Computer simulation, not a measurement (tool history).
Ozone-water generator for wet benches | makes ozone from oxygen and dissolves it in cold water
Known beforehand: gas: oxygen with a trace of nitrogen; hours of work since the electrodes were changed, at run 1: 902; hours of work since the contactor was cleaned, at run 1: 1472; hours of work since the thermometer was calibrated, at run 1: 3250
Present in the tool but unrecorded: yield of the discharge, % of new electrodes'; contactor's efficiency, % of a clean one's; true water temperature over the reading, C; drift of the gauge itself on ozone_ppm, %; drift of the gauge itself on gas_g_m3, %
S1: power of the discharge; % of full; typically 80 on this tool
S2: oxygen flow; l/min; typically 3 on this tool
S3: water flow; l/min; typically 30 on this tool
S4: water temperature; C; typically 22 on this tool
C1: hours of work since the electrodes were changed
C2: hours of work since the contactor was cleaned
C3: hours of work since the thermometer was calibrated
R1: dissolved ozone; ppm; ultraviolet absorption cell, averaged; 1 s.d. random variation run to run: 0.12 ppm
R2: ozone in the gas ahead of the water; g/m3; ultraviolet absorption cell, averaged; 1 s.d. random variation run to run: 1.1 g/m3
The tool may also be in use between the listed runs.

{"run": 1, "hour": 0.0, "S1": 80, "S2": 3, "S3": 30, "S4": 22, "C1": 902, "C2": 1472, "C3": 3250, "R1": 10.7, "R2": 193.4}
{"run": 2, "hour": 59.6, "S1": 80, "S2": 3, "S3": 30, "S4": 22, "C1": 954, "C2": 1524, "C3": 3302, "R1": 10.8, "R2": 194.4}
{"run": 3, "hour": 101.0, "S1": 80, "S2": 3, "S3": 30, "S4": 22, "C1": 990, "C2": 1560, "C3": 3338, "R1": 10.9, "R2": 191.6}
{"run": 4, "hour": 158.5, "S1": 80, "S2": 3, "S3": 30, "S4": 22, "C1": 1040, "C2": 1610, "C3": 3388, "R1": 10.7, "R2": 192}
{"run": 5, "hour": 204.3, "S1": 80, "S2": 3, "S3": 30, "S4": 22, "C1": 1080, "C2": 1650, "C3": 3427, "R1": 10.7, "R2": 191.9}
{"run": 6, "hour": 232.8, "S1": 80, "S2": 3, "S3": 30, "S4": 22, "C1": 1105, "C2": 1675, "C3": 3452, "R1": 10.5, "R2": 189.3}
{"run": 7, "hour": 282.4, "S1": 80, "S2": 3, "S3": 21, "S4": 22, "C1": 1148, "C2": 1718, "C3": 3495, "R1": 15, "R2": 188.8}
{"run": 8, "hour": 319.5, "S1": 80, "S2": 3, "S3": 30, "S4": 22, "C1": 1180, "C2": 1750, "C3": 3528, "R1": 10.5, "R2": 188.6}
{"run": 9, "hour": 350.3, "S1": 80, "S2": 3, "S3": 30, "S4": 22, "C1": 1207, "C2": 1777, "C3": 3554, "R1": 10.7, "R2": 189.3}
{"run": 10, "hour": 386.3, "S1": 80, "S2": 3, "S3": 30, "S4": 22, "C1": 1238, "C2": 1808, "C3": 3586, "R1": 10.7, "R2": 190.4}
{"run": 11, "hour": 442.2, "S1": 80, "S2": 3, "S3": 30, "S4": 22, "C1": 1286, "C2": 1857, "C3": 3634, "R1": 10.5, "R2": 189}
{"run": 12, "hour": 469.7, "S1": 80, "S2": 3, "S3": 30, "S4": 22, "C1": 1310, "C2": 1880, "C3": 3658, "R1": 10.6, "R2": 188.8}
{"run": 13, "hour": 514.8, "S1": 80, "S2": 3, "S3": 30, "S4": 22, "C1": 1350, "C2": 1920, "C3": 3697, "R1": 10.9, "R2": 188.6}
{"run": 14, "hour": 574.2, "S1": 80, "S2": 3, "S3": 30, "S4": 22, "C1": 1401, "C2": 1971, "C3": 3749, "R1": 10.5, "R2": 187.4}
{"run": 15, "hour": 610.9, "S1": 63, "S2": 3, "S3": 30, "S4": 22, "C1": 1433, "C2": 2003, "C3": 3781, "R1": 8.9, "R2": 153.9}
{"run": 16, "hour": 668.1, "S1": 59, "S2": 3, "S3": 30, "S4": 22, "C1": 1483, "C2": 2053, "C3": 3831, "R1": 8.3, "R2": 148.2}
{"run": 17, "hour": 713.8, "S1": 59, "S2": 4.41, "S3": 30, "S4": 22, "C1": 1523, "C2": 2093, "C3": 3870, "R1": 9.3, "R2": 126.1}
{"run": 18, "hour": 744.4, "S1": 59, "S2": 4.41, "S3": 30, "S4": 22, "C1": 1549, "C2": 2119, "C3": 3897, "R1": 9.5, "R2": 127}
{"run": 19, "hour": 795.5, "S1": 42, "S2": 5.07, "S3": 30, "S4": 20, "C1": 1593, "C2": 2164, "C3": 3941, "R1": 7.6, "R2": 91.8}
{"run": 20, "hour": 847.5, "S1": 54, "S2": 3, "S3": 32, "S4": 23, "C1": 1639, "C2": 2209, "C3": 3986, "R1": 7, "R2": 137.2}
{"run": 21, "hour": 903.8, "S1": 60, "S2": 2.8, "S3": 28, "S4": 29, "C1": 1688, "C2": 2258, "C3": 4035, "R1": 8, "R2": 151.2}
{"run": 22, "hour": 935.1, "S1": 46, "S2": 3, "S3": 30, "S4": 14, "C1": 1715, "C2": 2285, "C3": 4063, "R1": 7.1, "R2": 119.6}
{"run": 23, "hour": 993.1, "S1": 70, "S2": 3.31, "S3": 30, "S4": 20, "C1": 1765, "C2": 2335, "C3": 4113, "R1": 9.8, "R2": 159.8}
{"run": 24, "hour": 1027.5, "S1": 61, "S2": 4.42, "S3": 23, "S4": 27, "C1": 1795, "C2": 2365, "C3": 4143, "R1": 11.1, "R2": 128.1}
{"run": 25, "hour": 1055.2, "S1": 63, "S2": 2.14, "S3": 30, "S4": 25, "C1": 1819, "C2": 2389, "C3": 4167, "R1": 7.3, "R2": 170.7}
{"run": 26, "hour": 1091.8, "S1": 63, "S2": 2.14, "S3": 30, "S4": 25, "C1": 1851, "C2": 2421, "C3": 4199, "R1": 7.3, "R2": 174}
{"run": 27, "hour": 1139.5, "S1": 63, "S2": 2.14, "S3": 30, "S4": 25, "C1": 1892, "C2": 2463, "C3": 4240, "R1": 7.2, "R2": 171.7}
{"run": 28, "hour": 1172.0, "S1": 63, "S2": 2.14, "S3": 30, "S4": 16, "C1": 1921, "C2": 2491, "C3": 4268, "R1": 7.7, "R2": 172.5}
{"run": 29, "hour": 1209.0, "S1": 63, "S2": 1.53, "S3": 23, "S4": 16, "C1": 1953, "C2": 2523, "C3": 4301, "R1": 8.8, "R2": 193.5}
{"run": 30, "hour": 1255.1, "S1": 63, "S2": 1.53, "S3": 23, "S4": 16, "C1": 1993, "C2": 2563, "C3": 4341, "R1": 8.8, "R2": 194.3}
{"run": 31, "hour": 1300.9, "S1": 63, "S2": 1.53, "S3": 23, "S4": 16, "C1": 2033, "C2": 2603, "C3": 4380, "R1": 8.8, "R2": 195}
{"run": 32, "hour": 1355.4, "S1": 63, "S2": 1.53, "S3": 23, "S4": 16, "C1": 2080, "C2": 2650, "C3": 4428, "R1": 9, "R2": 194}
{"run": 33, "hour": 1398.2, "S1": 90, "S2": 1.53, "S3": 23, "S4": 16, "C1": 2117, "C2": 2687, "C3": 4465, "R1": 11.5, "R2": 253.3}

Alternative continuations, all from the tool just after run 33; predict every row:
{"run": "A", "hour": 1442.7, "S1": 90, "S2": 1.53, "S3": 35, "S4": 24, "C1": 2156, "C2": 2726, "C3": 4504, "R1": "?", "R2": "?"}
{"run": "B", "hour": 1442.7, "S1": 41, "S2": 1.53, "S3": 23, "S4": 16, "C1": 2156, "C2": 2726, "C3": 4504, "R1": "?", "R2": "?"}
{"run": "C", "hour": 1442.7, "S1": 60, "S2": 1.53, "S3": 35, "S4": 16, "C1": 2156, "C2": 2726, "C3": 4504, "R1": "?", "R2": "?"}
{"run": "D", "hour": 1442.7, "S1": 90, "S2": 4.78, "S3": 42, "S4": 16, "C1": 2156, "C2": 2726, "C3": 4504, "R1": "?", "R2": "?"}

run=A R1=6.8 R2=252.4
run=B R1=6.2 R2=138.6
run=C R1=5.3 R2=186.5
run=D R1=9.8 R2=166
What these runs would have given with no unlogged condition in the tool:
run=A R1=7.8 R2=283.6
run=B R1=6.7 R2=146.4
run=C R1=5.9 R2=203.1
run=D R1=11.3 R2=186.7

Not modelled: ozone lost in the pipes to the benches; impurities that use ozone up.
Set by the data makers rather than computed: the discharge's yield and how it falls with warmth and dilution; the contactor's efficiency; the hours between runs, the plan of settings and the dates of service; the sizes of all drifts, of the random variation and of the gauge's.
